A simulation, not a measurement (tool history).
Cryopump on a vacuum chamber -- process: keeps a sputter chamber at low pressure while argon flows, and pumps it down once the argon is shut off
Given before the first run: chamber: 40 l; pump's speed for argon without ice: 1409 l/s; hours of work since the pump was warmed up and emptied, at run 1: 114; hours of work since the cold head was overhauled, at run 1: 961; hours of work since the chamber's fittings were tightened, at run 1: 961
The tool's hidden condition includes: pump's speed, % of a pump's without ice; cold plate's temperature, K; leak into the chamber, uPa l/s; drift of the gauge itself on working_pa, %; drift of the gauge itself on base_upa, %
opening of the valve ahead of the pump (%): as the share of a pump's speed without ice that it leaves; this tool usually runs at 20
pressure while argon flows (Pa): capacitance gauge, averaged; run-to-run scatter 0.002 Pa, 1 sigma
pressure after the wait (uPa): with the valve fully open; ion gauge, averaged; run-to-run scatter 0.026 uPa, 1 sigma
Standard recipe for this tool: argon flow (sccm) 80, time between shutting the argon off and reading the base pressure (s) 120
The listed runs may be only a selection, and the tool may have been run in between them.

| run | hour | argon flow (sccm) | time between shutting the argon off and reading the base pressure (s) | opening of the valve ahead of the pump (%) | hours of work since the pump was warmed up and emptied | hours of work since the cold head was overhauled | hours of work since the chamber's fittings were tightened | pressure while argon flows (Pa) | pressure after the wait (uPa) |
|---|---|---|---|---|---|---|---|---|---|
| 1 | 0.0 | 80 | 120 | 20 | 114 | 961 | 961 | 0.4884 | 1.53 |
| 2 | 37.9 | 80 | 120 | 20 | 144 | 990 | 990 | 0.4928 | 1.58 |
| 3 | 63.1 | 116 | 120 | 20 | 163 | 1010 | 1010 | 0.7155 | 1.58 |
| 4 | 96.3 | 80 | 120 | 20 | 189 | 1036 | 1036 | 0.4941 | 1.58 |
| 5 | 121.0 | 80 | 120 | 20 | 209 | 1055 | 1055 | 0.4953 | 1.65 |
| 6 | 157.6 | 80 | 120 | 20 | 237 | 1084 | 1084 | 0.5005 | 1.64 |
| 7 | 200.4 | 80 | 120 | 20 | 271 | 1117 | 1117 | 0.4992 | 1.71 |
| 8 | 233.7 | 47 | 120 | 20 | 297 | 1143 | 1143 | 0.2958 | 1.75 |
| 9 | 260.1 | 80 | 97 | 20 | 317 | 1164 | 1164 | 0.5056 | 1.96 |
| 10 | 290.6 | 80 | 97 | 20 | 341 | 1188 | 1188 | 0.5070 | 1.95 |
| 11 | 325.0 | 71 | 120 | 20 | 368 | 1214 | 1214 | 0.4566 | 1.79 |
| 12 | 357.6 | 71 | 120 | 20 | 393 | 1240 | 1240 | 0.4590 | 1.90 |
|  | 377.9 | pump warmed up, emptied and cooled again |
| 13 | 396.9 | 71 | 120 | 20 | 15 | 1267 | 1267 | 0.4295 | 1.67 |
| 14 | 438.3 | 80 | 120 | 20 | 47 | 1299 | 1299 | 0.4860 | 1.69 |
| 15 | 480.1 | 80 | 120 | 20 | 80 | 1332 | 1332 | 0.4834 | 1.73 |
| 16 | 502.6 | 80 | 120 | 20 | 97 | 1349 | 1349 | 0.4879 | 1.67 |
| 17 | 542.1 | 80 | 120 | 19 | 128 | 1380 | 1380 | 0.5180 | 1.69 |
| 18 | 582.3 | 80 | 87 | 17 | 159 | 1411 | 1411 | 0.5775 | 2.07 |

What will run 19 give?
| 19 | 624.6 | 100 | 275 | 20 | 192 | 1444 | 1444 | ? | ? |

{"run 19": {"pressure while argon flows (Pa)": 0.6267, "pressure after the wait (uPa)": 1.36}}
Take away the tool's hidden state, keep the run-to-run variation as it was, and the same run would have given pressure while argon flows (Pa) 0.6053, pressure after the wait (uPa) 0.60.
